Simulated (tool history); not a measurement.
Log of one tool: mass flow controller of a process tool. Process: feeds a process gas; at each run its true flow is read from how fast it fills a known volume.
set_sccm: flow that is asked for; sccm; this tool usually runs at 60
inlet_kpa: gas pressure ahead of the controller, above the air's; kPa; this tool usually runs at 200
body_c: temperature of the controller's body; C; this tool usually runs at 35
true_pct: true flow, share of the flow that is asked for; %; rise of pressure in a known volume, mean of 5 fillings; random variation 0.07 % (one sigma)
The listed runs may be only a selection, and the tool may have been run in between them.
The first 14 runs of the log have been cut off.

run     hour  set_sccm  inlet_kpa  body_c  true_pct
 15   4846.5        60        200      20     99.29
 16   5130.4       103        200      20     99.72
 17   5401.4       103        200      20     99.67
 18   5848.3       165        184      35     99.33
 19   6311.4       165        184      35     99.34
 20   6790.7       165        184      35     99.25
 21   7044.5       165        264      32     99.44
 22   7381.3       165        264      32     99.51
 23   7669.6       170        168      21    100.01
 24   8039.6        35        168      23     99.05
      8276.2  -- controller's zero set anew
 25   8321.1       179        263      23    100.00
 26   8636.5        46        149      26     98.81
 27   8981.5        60        178      35     98.61
 28   9235.7        89        198      35     98.78
 29   9720.8       124        227      20     99.74
 30  10099.8       124        227      20     99.88

3 ways to go on from here, each from the tool as it stands after run 30. What would each give?
  A  10516.0       130        227      20         ?
  B  10516.0        24        143      33         ?
  C  10516.0       124        144      20         ?

run  true_pct
  A     99.86
  B     98.74
  C     99.68
With the hidden condition removed and each run's random variation left untouched, the same runs would have given:
run  true_pct
  A     99.85
  B     98.73
  C     99.67
